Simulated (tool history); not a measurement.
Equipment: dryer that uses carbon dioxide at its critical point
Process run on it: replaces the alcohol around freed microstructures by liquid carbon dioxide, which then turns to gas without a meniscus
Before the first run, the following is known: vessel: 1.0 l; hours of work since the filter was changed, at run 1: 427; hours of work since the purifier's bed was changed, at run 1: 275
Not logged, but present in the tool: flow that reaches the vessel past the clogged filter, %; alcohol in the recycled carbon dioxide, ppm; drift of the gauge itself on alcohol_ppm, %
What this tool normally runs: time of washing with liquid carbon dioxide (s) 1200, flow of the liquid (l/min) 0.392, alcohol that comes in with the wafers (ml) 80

run   hour  time of washing with liquid carbon dioxide (s)  flow of the liquid (l/min)  alcohol that comes in with the wafers (ml)  hours of work since the filter was changed  hours of work since the purifier's bed was changed  alcohol left in the vessel before it's heated (ppm by volume)
  1    0.0                                            1200                       0.392                                          80                                         427                                                 275                                                            406
  2   24.2                                            1200                       0.392                                          80                                         439                                                 288                                                            417
  3   49.0                                            1200                       0.392                                          80                                         452                                                 300                                                            419
  4   79.8                                            1200                       0.392                                          80                                         468                                                 316                                                            428
  5   94.0                                            1200                       0.392                                          80                                         475                                                 323                                                            457
  6  113.7                                            1200                       0.392                                          80                                         485                                                 333                                                            454
  7  137.6                                            1200                       0.392                                          80                                         497                                                 346                                                            475
  8  158.9                                            1200                       0.480                                          80                                         508                                                 356                                                            251
  9  175.6                                            1200                       0.480                                          80                                         517                                                 365                                                            255
 10  192.1                                            1200                       0.392                                          42                                         525                                                 373                                                            329
 11  211.2                                            1200                       0.455                                          42                                         535                                                 383                                                            233
 12  227.7                                            1200                       0.455                                          42                                         543                                                 392                                                            244
 13  242.9                                            1200                       0.455                                          42                                         551                                                 399                                                            249
     258.1  -- inlet filter changed
 14  260.1                                            1200                       0.392                                          80                                           1                                                 408                                                            292
 15  281.8                                            1200                       0.392                                          80                                          12                                                 419                                                            311
 16  303.9                                            1200                       0.392                                          80                                          23                                                 430                                                            308
 17  322.3                                            1200                       0.392                                          80                                          33                                                 439                                                            322
 18  349.2                                             780                       0.392                                          80                                          46                                                 453                                                           1527
 19  378.3                                             780                       0.276                                          36                                          61                                                 468                                                           2145
 20  407.2                                             780                       0.276                                          36                                          76                                                 483                                                           2132
 21  429.6                                            1200                       0.392                                          71                                          87                                                 494                                                            332
 22  447.4                                             840                       0.601                                          33                                          96                                                 503                                                            256
 23  475.7                                            1140                       0.338                                          52                                         111                                                 517                                                            535
 24  495.5                                            1740                       0.312                                          21                                         121                                                 528                                                            216
 25  512.8                                            1740                       0.312                                          21                                         130                                                 536                                                            222

What does the tool deliver on the next run?
 26  540.7                                            1740                       0.312                                          21                                         144                                                 551                                                              ?

{"run 26": {"alcohol left in the vessel before it's heated (ppm by volume)": 234}}
If the tool had no hidden condition, the same run with the same run-to-run variation would have returned alcohol left in the vessel before it's heated (ppm by volume) 22.

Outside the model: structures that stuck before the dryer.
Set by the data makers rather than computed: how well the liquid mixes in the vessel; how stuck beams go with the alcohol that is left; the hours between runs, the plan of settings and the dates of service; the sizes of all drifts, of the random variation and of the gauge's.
